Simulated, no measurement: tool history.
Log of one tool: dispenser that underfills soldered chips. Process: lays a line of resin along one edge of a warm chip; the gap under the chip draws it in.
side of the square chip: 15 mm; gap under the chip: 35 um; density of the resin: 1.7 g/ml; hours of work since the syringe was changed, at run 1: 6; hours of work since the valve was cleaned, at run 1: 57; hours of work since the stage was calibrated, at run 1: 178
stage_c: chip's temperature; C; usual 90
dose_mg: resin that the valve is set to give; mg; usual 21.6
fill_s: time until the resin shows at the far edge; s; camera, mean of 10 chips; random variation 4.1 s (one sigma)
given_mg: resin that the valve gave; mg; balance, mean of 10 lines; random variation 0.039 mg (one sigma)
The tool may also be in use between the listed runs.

run	hour	stage_c	dose_mg	hours of work since the syringe was changed	hours of work since the valve was cleaned	hours of work since the stage was calibrated	fill_s	given_mg
1	0	90	21.6	6	57	178	571.6	20.99
# hour 3.2: new syringe of resin
2	4.9	90	21.6	1	61	181	441.1	20.98
# hour 10.5: dispensing valve cleaned and set on the balance
3	13.8	90	21.6	7	3	187	621.8	21.6
# hour 15.1: new syringe of resin
4	21.2	90	21.6	5	8	193	537	21.5
5	24.8	90	21.6	7	11	196	624.5	21.5
# hour 26.2: new syringe of resin
6	28.9	90	21.6	2	14	198	454.9	21.5
7	32.6	90	21.6	5	16	201	528.3	21.39
# hour 37.1: new syringe of resin
8	37.1	90	22.4	0	20	204	406.9	22.14
9	44.6	90	22.4	6	25	210	566.9	22.15
# hour 48.1: new syringe of resin
10	49.8	76	22.4	1	29	214	914	22.14
11	53.9	76	19.2	4	32	217	1124.3	18.95
# hour 58.9: new syringe of resin
12	60.9	97	27.1	1	37	222	312.2	26.74
13	65.8	97	27.1	5	41	226	390.4	26.64
# hour 69.9: new syringe of resin
14	69.9	96	25.9	0	44	229	300.7	25.37
15	77.1	100	25.9	6	49	234	337.3	25.38

Run 16 comes next. What will it give?
# hour 80.7: new syringe of resin
16	82.4	84	21.5	1	53	238	?	?

Run 16 gave fill_s 617.3 s, given_mg 20.99 mg.
Without the tool's hidden state the same run would have given fill_s 552.8 s, given_mg 21.47 mg.
